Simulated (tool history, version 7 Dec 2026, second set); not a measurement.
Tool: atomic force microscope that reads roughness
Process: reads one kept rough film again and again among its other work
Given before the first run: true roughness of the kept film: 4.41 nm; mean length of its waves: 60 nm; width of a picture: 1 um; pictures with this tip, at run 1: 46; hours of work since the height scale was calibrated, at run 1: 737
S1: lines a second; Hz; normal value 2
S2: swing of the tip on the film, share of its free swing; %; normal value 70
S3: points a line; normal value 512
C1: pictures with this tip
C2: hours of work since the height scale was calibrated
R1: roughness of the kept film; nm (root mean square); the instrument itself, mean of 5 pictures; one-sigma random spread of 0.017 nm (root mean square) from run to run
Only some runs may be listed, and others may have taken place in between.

Run 1, hour 0: usual settings; C1 46; C2 737. Result: R1 4.063 nm (root mean square).
Run 2, hour 20.5: usual settings but S3 581; C1 76; C2 745. Result: R1 3.992 nm (root mean square).
At hour 28.9: new tip fitted.
Run 3, hour 54.1: usual settings but S3 581; C1 36; C2 759. Result: R1 4.032 nm (root mean square).
Run 4, hour 74.4: usual settings but S3 581; C1 66; C2 768. Result: R1 4.04 nm (root mean square).
At hour 89.5: new tip fitted.
Run 5, hour 108.3: usual settings; C1 27; C2 781. Result: R1 4.092 nm (root mean square).
Run 6, hour 130.5: usual settings but S2 67 %; C1 59; C2 791. Result: R1 4.028 nm (root mean square).
At hour 150.6: new tip fitted.
Run 7, hour 160: usual settings; C1 14; C2 803. Result: R1 4.041 nm (root mean square).
Run 8, hour 178.1: usual settings; C1 40; C2 810. Result: R1 4.003 nm (root mean square).
Run 9, hour 205: usual settings but S3 540; C1 79; C2 822. Result: R1 3.996 nm (root mean square).
At hour 212: new tip fitted.
Run 10, hour 248.4: usual settings but S3 540; C1 52; C2 840. Result: R1 4.021 nm (root mean square).
At hour 274.4: new tip fitted.
Run 11, hour 280.9: usual settings but S3 540; C1 9; C2 853. Result: R1 4.097 nm (root mean square).
Run 12, hour 318.8: usual settings but S1 1.14 Hz, S3 329; C1 64; C2 869. Result: R1 4.071 nm (root mean square).
At hour 322: height scale calibrated on a step standard.
At hour 336.3: new tip fitted.
Run 13, hour 341.4: usual settings but S1 1.14 Hz, S3 329; C1 8; C2 8. Result: R1 4.125 nm (root mean square).
Run 14, hour 367.5: usual settings but S1 1.14 Hz, S3 329; C1 45; C2 19. Result: R1 4.07 nm (root mean square).
At hour 396: new tip fitted.
Run 15, hour 401.1: usual settings but S1 1.14 Hz, S3 329; C1 7; C2 33. Result: R1 4.125 nm (root mean square).
At hour 405.4: height scale calibrated on a step standard, once more.
Run 16, hour 421.7: usual settings but S1 0.86 Hz, S2 74 %, S3 583; C1 35; C2 7. Result: R1 4.153 nm (root mean square).
Run 17, hour 441.8: usual settings but S1 3.83 Hz, S2 82 %, S3 348; C1 64; C2 15. Result: R1 3.671 nm (root mean square).
At hour 457.5: new tip fitted.
Run 18, hour 461: usual settings but S1 3.83 Hz, S2 82 %, S3 348; C1 5; C2 23. Result: R1 3.8 nm (root mean square).
Run 19, hour 504: usual settings but S1 3.13 Hz, S3 363; C1 66; C2 41. Result: R1 3.96 nm (root mean square).
At hour 520.8: new tip fitted.
Run 20, hour 528.1: usual settings but S1 3.13 Hz, S3 363; C1 10; C2 51. Result: R1 4.052 nm (root mean square).
Run 21, hour 567.8: usual settings but S1 3.13 Hz, S3 363; C1 67; C2 67. Result: R1 3.948 nm (root mean square).
At hour 582.2: new tip fitted.
Run 22, hour 606.2: usual settings but S1 3.13 Hz, S3 363; C1 35; C2 83. Result: R1 4.003 nm (root mean square).

Predict each of these 3 candidate next runs independently; none follows another, all start after run 22:
At hour 645.4: new tip fitted.
Run A, hour 645.8: usual settings but S3 636; C1 1; C2 100. Result: R1 ?.
At hour 645.4: new tip fitted.
Run B, hour 645.8: usual settings but S3 339; C1 1; C2 100. Result: R1 ?.
At hour 645.4: new tip fitted.
Run C, hour 645.8: usual settings but S1 0.68 Hz, S2 78 %, S3 363; C1 1; C2 100. Result: R1 ?.

run     R1
  A  4.165
  B  4.131
  C  4.191
Without the tool's hidden state the same runs would have given:
run     R1
  A  4.171
  B  4.137
  C  4.198

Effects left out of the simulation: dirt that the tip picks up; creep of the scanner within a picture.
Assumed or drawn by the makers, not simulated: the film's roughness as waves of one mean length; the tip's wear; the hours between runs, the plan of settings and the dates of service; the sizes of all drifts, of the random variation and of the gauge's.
